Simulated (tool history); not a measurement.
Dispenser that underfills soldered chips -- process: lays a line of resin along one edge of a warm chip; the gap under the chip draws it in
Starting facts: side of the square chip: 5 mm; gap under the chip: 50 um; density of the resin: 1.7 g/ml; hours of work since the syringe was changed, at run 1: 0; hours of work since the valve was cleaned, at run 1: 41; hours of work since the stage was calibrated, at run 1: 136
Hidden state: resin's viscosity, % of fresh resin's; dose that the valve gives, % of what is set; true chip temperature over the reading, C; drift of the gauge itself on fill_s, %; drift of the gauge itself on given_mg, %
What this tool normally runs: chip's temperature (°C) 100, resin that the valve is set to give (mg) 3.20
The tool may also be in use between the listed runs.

| run | hour | chip's temperature (°C) | resin that the valve is set to give (mg) | hours of work since the syringe was changed | hours of work since the valve was cleaned | hours of work since the stage was calibrated | time until the resin shows at the far edge (s) | resin that the valve gave (mg) |
|---|---|---|---|---|---|---|---|---|
| 1 | 0.0 | 100 | 3.20 | 0 | 41 | 136 | 24.2 | 3.143 |
|  | 6.9 | dispensing valve cleaned and set on the balance |
| 2 | 15.2 | 100 | 3.20 | 11 | 6 | 147 | 49.9 | 3.186 |
|  | 16.6 | new syringe of resin |
| 3 | 23.0 | 100 | 3.20 | 5 | 11 | 152 | 34.0 | 3.174 |
| 4 | 29.4 | 100 | 3.20 | 9 | 16 | 157 | 47.8 | 3.173 |
|  | 31.9 | new syringe of resin |
| 5 | 43.1 | 100 | 3.20 | 8 | 26 | 166 | 43.1 | 3.149 |
|  | 47.1 | new syringe of resin |
| 6 | 53.2 | 100 | 3.20 | 4 | 33 | 174 | 33.0 | 3.142 |
| 7 | 59.9 | 100 | 3.20 | 9 | 38 | 178 | 47.0 | 3.131 |
|  | 63.4 | new syringe of resin |
| 8 | 66.8 | 100 | 3.20 | 2 | 43 | 183 | 28.9 | 3.125 |
|  | 71.9 | dispensing valve cleaned and set on the balance |
|  | 79.7 | new syringe of resin |
| 9 | 81.0 | 100 | 3.20 | 1 | 6 | 193 | 24.9 | 3.184 |
|  | 95.3 | new syringe of resin |
| 10 | 95.3 | 94 | 4.19 | 0 | 17 | 203 | 27.7 | 4.170 |
| 11 | 104.4 | 94 | 4.19 | 7 | 23 | 209 | 45.9 | 4.140 |
|  | 111.6 | new syringe of resin |
| 12 | 114.1 | 109 | 3.19 | 2 | 30 | 216 | 20.0 | 3.139 |
| 13 | 120.7 | 108 | 3.20 | 7 | 35 | 221 | 29.6 | 3.142 |
|  | 127.8 | new syringe of resin |
| 14 | 129.8 | 109 | 3.25 | 1 | 41 | 227 | 19.8 | 3.171 |
|  | 136.2 | dispensing valve cleaned and set on the balance |
| 15 | 139.0 | 113 | 2.93 | 7 | 2 | 233 | 28.3 | 2.924 |

Expected results for the next run?
|  | 144.8 | new syringe of resin |
| 16 | 152.3 | 113 | 3.48 | 5 | 11 | 243 | ? | ? |

time until the resin shows at the far edge (s): 23.9
resin that the valve gave (mg): 3.451
Were there no unlogged condition in the tool, this run, its random variation unchanged, would have produced time until the resin shows at the far edge (s) 15.4, resin that the valve gave (mg) 3.479.

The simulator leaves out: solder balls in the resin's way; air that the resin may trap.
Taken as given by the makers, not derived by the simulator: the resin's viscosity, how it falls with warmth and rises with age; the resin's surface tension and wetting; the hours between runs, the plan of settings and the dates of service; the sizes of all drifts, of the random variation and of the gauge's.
